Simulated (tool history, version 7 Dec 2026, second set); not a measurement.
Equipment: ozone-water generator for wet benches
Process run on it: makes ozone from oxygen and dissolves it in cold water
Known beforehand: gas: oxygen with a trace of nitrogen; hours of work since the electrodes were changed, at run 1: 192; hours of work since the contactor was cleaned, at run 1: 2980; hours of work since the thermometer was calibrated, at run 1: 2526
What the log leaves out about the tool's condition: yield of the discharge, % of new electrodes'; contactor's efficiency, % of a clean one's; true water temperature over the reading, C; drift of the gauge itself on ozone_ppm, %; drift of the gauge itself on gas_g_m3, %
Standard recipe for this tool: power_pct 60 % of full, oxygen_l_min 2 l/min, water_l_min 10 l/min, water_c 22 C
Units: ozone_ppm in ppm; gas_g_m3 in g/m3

run    hour  power_pct  oxygen_l_min  water_l_min  water_c  hours of work since the electrodes were changed  hours of work since the contactor was cleaned  hours of work since the thermometer was calibrated  ozone_ppm  gas_g_m3
  1       0         60             2           10       22                                              192                                           2980                                                2526         23     238.7
  2    85.5         60             2           10       22                                              251                                           3039                                                2584       22.6     238.8
  3   136.5         60             2           10       22                                              286                                           3074                                                2620       22.4     240.1
  4   215.3         60             2           10       22                                              340                                           3128                                                2674       22.5     239.3
  5   318.5         60             2           10       22                                              412                                           3199                                                2745       22.6     238.8
  6   421.6         60             2           10       22                                              483                                           3270                                                2816       22.7     237.3
  7   528.3         56             2           10       22                                              556                                           3344                                                2890       21.7     226.8
  8   589.7         60             2            8       22                                              598                                           3386                                                2932       26.8     238.9
  9   653.6         60             2            8       22                                              642                                           3430                                                2976       26.9     239.1
      679.8  -- contactor cleaned
 10     724         60             2            8       22                                              688                                             30                                                3022       27.3     236.7
 11   824.6         60             2            8       22                                              758                                            100                                                3091       27.2     236.9
 12   930.8         60             2           10       22                                              831                                            173                                                3164       23.1     235.3
 13    1013         60             2           10       22                                              887                                            230                                                3221       22.8       236
 14  1060.6         60             2           10       22                                              920                                            262                                                3254       22.8     237.1
 15  1116.5         60             2           10       22                                              959                                            301                                                3292       22.9     237.1
 16  1226.4         60             2           10       22                                             1034                                            377                                                3368       22.7     236.6
 17  1341.4         60          1.15           10       22                                             1114                                            456                                                3447       20.3     303.1
 18  1440.5         98          1.15            8       22                                             1182                                            524                                                3515       36.4     435.8
 19  1539.6         69             2            9       15                                             1250                                            593                                                3584       30.2     262.1

For run 20, what comes out?
 20  1636.7         59          1.61           12       25                                             1317                                            659                                                3651          ?         ?

Logged for run 20: ozone_ppm 17.7 ppm, gas_g_m3 255.1 g/m3.
Minus the tool's unlogged condition, the same run would have read ozone_ppm 18.4 ppm, gas_g_m3 263.3 g/m3.
